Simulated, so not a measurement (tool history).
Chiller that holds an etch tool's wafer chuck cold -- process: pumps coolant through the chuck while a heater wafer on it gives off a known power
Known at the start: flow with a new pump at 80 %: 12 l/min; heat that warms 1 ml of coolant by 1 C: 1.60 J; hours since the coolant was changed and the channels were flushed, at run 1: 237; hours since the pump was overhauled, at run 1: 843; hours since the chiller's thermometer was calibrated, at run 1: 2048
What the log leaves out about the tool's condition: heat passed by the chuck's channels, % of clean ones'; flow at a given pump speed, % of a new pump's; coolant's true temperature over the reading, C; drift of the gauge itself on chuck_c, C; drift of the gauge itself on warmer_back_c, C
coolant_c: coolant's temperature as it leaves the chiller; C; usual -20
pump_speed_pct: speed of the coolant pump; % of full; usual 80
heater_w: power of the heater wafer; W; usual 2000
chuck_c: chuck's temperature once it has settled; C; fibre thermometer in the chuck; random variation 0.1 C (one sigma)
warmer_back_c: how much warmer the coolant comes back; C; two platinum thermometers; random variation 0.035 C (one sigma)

run	hour	coolant_c	pump_speed_pct	heater_w	hours since the coolant was changed and the channels were flushed	hours since the pump was overhauled	hours since the chiller's thermometer was calibrated	chuck_c	warmer_back_c
1	0	-20	80	2000	237	843	2048	-5	6.28
2	31.9	-20	80	2000	269	875	2080	-4.9	6.33
3	95.2	-20	80	2000	332	938	2143	-4.9	6.3
4	140.4	-20	80	2000	378	983	2189	-4.9	6.3
5	199.9	-20	80	2000	437	1043	2248	-4.7	6.32
6	244.2	-20	80	1516	481	1087	2292	-8.5	4.8
7	288.5	-20	93	2000	526	1131	2337	-6.7	5.35
8	327.7	-20	80	2649	565	1171	2376	0.4	8.38
9	366.3	-20	80	2649	603	1209	2414	0.2	8.44
10	426.6	-23	80	2000	664	1270	2475	-7.7	6.37
11	465.1	-23	80	2000	702	1308	2513	-7.7	6.42
12	502.8	-23	80	2000	740	1346	2551	-7.6	6.35
13	562.5	-23	80	2000	800	1405	2611	-7.5	6.46
14	617.5	-20	80	2000	855	1460	2666	-4.4	6.42
15	645.8	-20	80	2000	883	1489	2694	-4.5	6.4
16	704.4	-20	80	2000	941	1547	2752	-4.4	6.46
17	735.1	-18	95	1626	972	1578	2783	-7.3	4.28
18	783.4	-18	95	1626	1021	1626	2832	-7.4	4.33
19	830.2	-18	61	1626	1067	1673	2878	-1.7	7.18
20	876.9	-18	99	1189	1114	1720	2925	-10.6	3.07
21	906.3	-18	99	1189	1143	1749	2954	-10.4	3.01
22	947.6	-19	99	1024	1185	1790	2996	-12.6	2.63
23	987	-28	80	2046	1224	1830	3035	-11.9	6.59
24	1039.9	-20	88	2000	1277	1883	3088	-5.4	5.81
# hour 1103.6: chiller's thermometer calibrated
25	1105.6	-12	73	1686	1342	1948	2	2.8	6.04
26	1149.1	-12	67	2000	1385	1991	45	7.2	7.94
27	1202.8	-12	67	1026	1439	2045	99	-2.2	4.07
28	1235.9	-20	93	1014	1472	2078	132	-12.6	2.71
29	1281.3	-30	61	1181	1517	2123	178	-17.5	5.24
30	1333.6	-30	61	1181	1570	2176	230	-17.5	5.22
31	1369.7	-23	80	2000	1606	2212	266	-6.5	6.52

Some steps in chuck_c, run to run, broken into two amounts with sign: the step expected even without the hidden condition (settings, incoming material, random variation), and the rest, left for the hidden condition together with whatever gauge scatter is not in both the measured and the hidden-condition-free result:
Run 19 -> 20: pump_speed_pct 61 -> 99, heater_w 1626 -> 1189. chuck_c -8.9 C: hidden state -0.7, all else -8.2.
Run 22 -> 23: coolant_c -19 -> -28, pump_speed_pct 99 -> 80, heater_w 1024 -> 2046. chuck_c +0.7 C: hidden state +0.8, all else -0.1.
Run 26 -> 27: heater_w 2000 -> 1026. chuck_c -9.4 C: hidden state -0.8, all else -8.6.
Run 27 -> 28: coolant_c -12 -> -20, pump_speed_pct 67 -> 93, heater_w 1026 -> 1014. chuck_c -10.4 C: hidden state -0.1, all else -10.3.
Run 30 -> 31: coolant_c -30 -> -23, pump_speed_pct 61 -> 80, heater_w 1181 -> 2000. chuck_c +11 C: hidden state +0.4, all else +10.6.
